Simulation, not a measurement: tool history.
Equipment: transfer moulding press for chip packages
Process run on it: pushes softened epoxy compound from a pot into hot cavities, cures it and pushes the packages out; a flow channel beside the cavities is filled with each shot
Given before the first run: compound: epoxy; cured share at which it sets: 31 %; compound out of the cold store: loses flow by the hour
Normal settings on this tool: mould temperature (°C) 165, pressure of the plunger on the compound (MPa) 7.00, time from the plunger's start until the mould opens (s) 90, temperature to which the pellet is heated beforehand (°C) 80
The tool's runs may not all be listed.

run	hour	mould temperature (°C)	pressure of the plunger on the compound (MPa)	time from the plunger's start until the mould opens (s)	temperature to which the pellet is heated beforehand (°C)	incoming compound's hours out of the cold store	length that the compound runs in the flow channel (mm)	greatest force on the pins that push the packages out (N)
1	0.0	165	7.00	90	80	28.8	651	482
2	43.2	165	7.00	90	80	45.5	585	810
# hour 80.6: cavities cleaned with cleaning compound and waxed
3	80.6	165	7.00	72	80	18.0	682	814
4	111.1	165	7.00	72	80	31.0	636	1217
# hour 160.1: cavities cleaned with cleaning compound and waxed
5	165.0	165	7.00	72	80	31.8	635	836
6	205.6	165	7.00	72	80	18.1	669	1439
# hour 241.0: cavities cleaned with cleaning compound and waxed
7	274.8	165	7.00	72	80	45.0	571	1217
# hour 322.3: cavities cleaned with cleaning compound and waxed
8	342.2	165	7.00	72	80	25.7	632	1121
9	397.7	165	7.00	72	80	27.9	622	1445
# hour 403.7: mould's thermocouples calibrated
# hour 406.2: plunger's sealing rings changed
# hour 407.7: cavities cleaned with cleaning compound and waxed
10	448.3	165	7.00	72	80	34.1	651	1335
# hour 489.7: cavities cleaned with cleaning compound and waxed
11	519.8	165	7.00	72	80	45.9	600	1205
# hour 561.9: mould's thermocouples calibrated, once more
12	567.2	165	7.00	72	80	41.5	601	1430
# hour 572.3: cavities cleaned with cleaning compound and waxed
13	630.3	163	6.68	104	89	32.6	621	812
# hour 653.2: cavities cleaned with cleaning compound and waxed
14	704.9	168	7.00	107	81	23.4	650	674
# hour 732.9: cavities cleaned with cleaning compound and waxed
15	749.8	162	7.00	90	80	45.6	585	708
16	793.4	167	7.00	90	80	26.9	625	817
# hour 812.7: cavities cleaned with cleaning compound and waxed
17	864.3	165	8.35	90	80	29.3	674	900
# hour 896.3: cavities cleaned with cleaning compound and waxed
# hour 908.4: plunger's sealing rings changed
18	923.5	165	7.00	90	78	10.0	743	755
19	961.0	159	7.00	90	79	44.7	619	1289
# hour 978.4: cavities cleaned with cleaning compound and waxed
20	1006.1	158	6.18	76	88	46.6	577	1553
21	1036.8	159	7.33	98	80	17.6	732	1152
# hour 1060.6: cavities cleaned with cleaning compound and waxed
22	1090.9	165	7.33	100	80	22.3	696	705
# hour 1140.3: cavities cleaned with cleaning compound and waxed
23	1159.5	171	7.00	99	80	46.0	565	544
24	1206.8	170	6.15	99	78	29.4	570	781

Branching from run 24: 5 alternative next runs. What would each branch give?
# hour 1219.9: cavities cleaned with cleaning compound and waxed
# hour 1236.5: mould's thermocouples calibrated
A	1256.4	165	6.15	107	78	21.5	?	?
# hour 1219.9: cavities cleaned with cleaning compound and waxed
# hour 1236.5: mould's thermocouples calibrated
B	1256.4	163	6.48	90	89	36.3	?	?
# hour 1219.9: cavities cleaned with cleaning compound and waxed
# hour 1236.5: mould's thermocouples calibrated
C	1256.4	158	6.40	90	73	40.3	?	?
# hour 1219.9: cavities cleaned with cleaning compound and waxed
# hour 1236.5: mould's thermocouples calibrated
D	1256.4	161	6.15	99	72	42.8	?	?
# hour 1219.9: cavities cleaned with cleaning compound and waxed
# hour 1236.5: mould's thermocouples calibrated
E	1256.4	165	7.56	90	89	33.6	?	?

run	length that the compound runs in the flow channel (mm)	greatest force on the pins that push the packages out (N)
A	616	673
B	574	854
C	578	1170
D	554	831
E	632	794
Without the tool's hidden state the same runs would have given:
run	length that the compound runs in the flow channel (mm)	greatest force on the pins that push the packages out (N)
A	654	403
B	610	512
C	613	701
D	588	500
E	671	479

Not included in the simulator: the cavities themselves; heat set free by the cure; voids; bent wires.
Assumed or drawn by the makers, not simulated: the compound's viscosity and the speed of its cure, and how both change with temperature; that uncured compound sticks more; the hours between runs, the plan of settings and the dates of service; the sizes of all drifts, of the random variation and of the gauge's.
